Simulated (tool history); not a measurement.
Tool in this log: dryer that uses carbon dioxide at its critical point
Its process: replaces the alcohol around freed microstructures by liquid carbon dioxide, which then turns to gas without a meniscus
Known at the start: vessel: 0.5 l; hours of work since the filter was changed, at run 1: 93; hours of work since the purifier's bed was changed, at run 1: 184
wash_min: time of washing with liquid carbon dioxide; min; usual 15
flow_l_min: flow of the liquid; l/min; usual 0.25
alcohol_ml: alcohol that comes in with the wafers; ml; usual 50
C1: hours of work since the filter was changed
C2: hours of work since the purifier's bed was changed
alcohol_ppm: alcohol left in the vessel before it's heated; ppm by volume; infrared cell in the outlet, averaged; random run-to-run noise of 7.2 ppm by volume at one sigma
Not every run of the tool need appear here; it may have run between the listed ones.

run 1 hour=0 | wash_min=15 flow_l_min=0.25 alcohol_ml=50 | C1=93 C2=184 | alcohol_ppm=480
run 2 hour=10.8 | wash_min=10 flow_l_min=0.25 alcohol_ml=50 | C1=97 C2=187 | alcohol_ppm=2787
run 3 hour=25.7 | wash_min=10 flow_l_min=0.25 alcohol_ml=50 | C1=101 C2=191 | alcohol_ppm=2755
run 4 hour=34.6 | wash_min=10 flow_l_min=0.25 alcohol_ml=50 | C1=104 C2=194 | alcohol_ppm=2815
run 5 hour=41.6 | wash_min=15 flow_l_min=0.25 alcohol_ml=26 | C1=106 C2=196 | alcohol_ppm=255
run 6 hour=53.4 | wash_min=15 flow_l_min=0.25 alcohol_ml=26 | C1=109 C2=200 | alcohol_ppm=260
run 7 hour=65.4 | wash_min=15 flow_l_min=0.25 alcohol_ml=26 | C1=113 C2=203 | alcohol_ppm=267
run 8 hour=73.3 | wash_min=15 flow_l_min=0.25 alcohol_ml=26 | C1=115 C2=206 | alcohol_ppm=257
run 9 hour=79.6 | wash_min=15 flow_l_min=0.25 alcohol_ml=26 | C1=117 C2=207 | alcohol_ppm=260
run 10 hour=94.6 | wash_min=15 flow_l_min=0.25 alcohol_ml=110 | C1=122 C2=212 | alcohol_ppm=1110
run 11 hour=102.5 | wash_min=11 flow_l_min=0.25 alcohol_ml=50 | C1=124 C2=214 | alcohol_ppm=2043
run 12 hour=111.3 | wash_min=15 flow_l_min=0.25 alcohol_ml=50 | C1=127 C2=217 | alcohol_ppm=517
run 13 hour=117.5 | wash_min=15 flow_l_min=0.25 alcohol_ml=50 | C1=129 C2=219 | alcohol_ppm=498
run 14 hour=126.8 | wash_min=15 flow_l_min=0.25 alcohol_ml=50 | C1=131 C2=222 | alcohol_ppm=512
run 15 hour=141.4 | wash_min=15 flow_l_min=0.25 alcohol_ml=50 | C1=136 C2=226 | alcohol_ppm=522
run 16 hour=149.7 | wash_min=15 flow_l_min=0.25 alcohol_ml=24 | C1=138 C2=229 | alcohol_ppm=263
run 17 hour=165.1 | wash_min=11 flow_l_min=0.25 alcohol_ml=50 | C1=143 C2=233 | alcohol_ppm=2098
run 18 hour=174.3 | wash_min=11 flow_l_min=0.25 alcohol_ml=50 | C1=146 C2=236 | alcohol_ppm=2132
run 19 hour=182.4 | wash_min=11 flow_l_min=0.282 alcohol_ml=50 | C1=148 C2=238 | alcohol_ppm=1311
run 20 hour=192.1 | wash_min=15 flow_l_min=0.25 alcohol_ml=50 | C1=151 C2=241 | alcohol_ppm=537
run 21 hour=198.5 | wash_min=15 flow_l_min=0.25 alcohol_ml=50 | C1=153 C2=243 | alcohol_ppm=580
run 22 hour=208 | wash_min=15 flow_l_min=0.25 alcohol_ml=50 | C1=156 C2=246 | alcohol_ppm=546
run 23 hour=214.5 | wash_min=15 flow_l_min=0.25 alcohol_ml=50 | C1=158 C2=248 | alcohol_ppm=565
run 24 hour=227.1 | wash_min=18 flow_l_min=0.25 alcohol_ml=50 | C1=162 C2=252 | alcohol_ppm=212
run 25 hour=237.8 | wash_min=19 flow_l_min=0.25 alcohol_ml=50 | C1=165 C2=255 | alcohol_ppm=163
run 26 hour=247.7 | wash_min=13 flow_l_min=0.25 alcohol_ml=50 | C1=168 C2=258 | alcohol_ppm=1125
run 27 hour=254.3 | wash_min=13 flow_l_min=0.25 alcohol_ml=50 | C1=170 C2=260 | alcohol_ppm=1119
run 28 hour=265.8 | wash_min=15 flow_l_min=0.278 alcohol_ml=60 | C1=173 C2=264 | alcohol_ppm=383
run 29 hour=275.9 | wash_min=16 flow_l_min=0.243 alcohol_ml=104 | C1=176 C2=267 | alcohol_ppm=1031
run 30 hour=286.7 | wash_min=16 flow_l_min=0.25 alcohol_ml=61 | C1=180 C2=270 | alcohol_ppm=510
run 31 hour=294.9 | wash_min=13 flow_l_min=0.279 alcohol_ml=61 | C1=182 C2=272 | alcohol_ppm=865
run 32 hour=308.3 | wash_min=13 flow_l_min=0.279 alcohol_ml=61 | C1=186 C2=276 | alcohol_ppm=882
run 33 hour=319.5 | wash_min=15 flow_l_min=0.226 alcohol_ml=50 | C1=190 C2=280 | alcohol_ppm=993
run 34 hour=331.3 | wash_min=15 flow_l_min=0.226 alcohol_ml=50 | C1=193 C2=283 | alcohol_ppm=1025
run 35 hour=346.6 | wash_min=11 flow_l_min=0.226 alcohol_ml=65 | C1=198 C2=288 | alcohol_ppm=4579
run 36 hour=356.6 | wash_min=11 flow_l_min=0.226 alcohol_ml=65 | C1=201 C2=291 | alcohol_ppm=4408
run 37 hour=368.3 | wash_min=23 flow_l_min=0.214 alcohol_ml=50 | C1=204 C2=294 | alcohol_ppm=161
run 38 hour=375.4 | wash_min=23 flow_l_min=0.214 alcohol_ml=50 | C1=206 C2=297 | alcohol_ppm=153
run 39 hour=383.7 | wash_min=23 flow_l_min=0.214 alcohol_ml=50 | C1=209 C2=299 | alcohol_ppm=146
run 40 hour=391.4 | wash_min=23 flow_l_min=0.214 alcohol_ml=50 | C1=211 C2=301 | alcohol_ppm=143
run 41 hour=406.7 | wash_min=23 flow_l_min=0.214 alcohol_ml=50 | C1=216 C2=306 | alcohol_ppm=159
run 42 hour=412.9 | wash_min=9 flow_l_min=0.289 alcohol_ml=22 | C1=218 C2=308 | alcohol_ppm=1333
run 43 hour=426.3 | wash_min=15 flow_l_min=0.25 alcohol_ml=24 | C1=222 C2=312 | alcohol_ppm=317
run 44 hour=439 | wash_min=22 flow_l_min=0.154 alcohol_ml=111 | C1=226 C2=316 | alcohol_ppm=2544
run 45 hour=454.4 | wash_min=22 flow_l_min=0.154 alcohol_ml=111 | C1=230 C2=320 | alcohol_ppm=2626
run 46 hour=468.6 | wash_min=15 flow_l_min=0.188 alcohol_ml=80 | C1=234 C2=325 | alcohol_ppm=3877
run 47 hour=482.2 | wash_min=11 flow_l_min=0.188 alcohol_ml=80 | C1=239 C2=329 | alcohol_ppm=10332

Selected run-to-run steps in alcohol_ppm, each split into two signed amounts: the part the tool would show with no hidden state at all (from settings, incoming material and random variation), and the remainder, which goes to the hidden state together with any gauge scatter not common to the measured and the hidden-state-free results:
Unlogged tool condition in this case: flow that reaches the vessel past the clogged filter, %; alcohol in the recycled carbon dioxide, ppm; drift of the gauge itself on alcohol_ppm, %.
Run 34 -> 35: wash_min 15 -> 11, alcohol_ml 50 -> 65. alcohol_ppm +3554 ppm by volume: hidden state +1058, all else +2496.
Run 36 -> 37: wash_min 11 -> 23, flow_l_min 0.226 -> 0.214, alcohol_ml 65 -> 50. alcohol_ppm -4247 ppm by volume: hidden state -1345, all else -2902.
Run 46 -> 47: wash_min 15 -> 11. alcohol_ppm +6455 ppm by volume: hidden state +1726, all else +4729.

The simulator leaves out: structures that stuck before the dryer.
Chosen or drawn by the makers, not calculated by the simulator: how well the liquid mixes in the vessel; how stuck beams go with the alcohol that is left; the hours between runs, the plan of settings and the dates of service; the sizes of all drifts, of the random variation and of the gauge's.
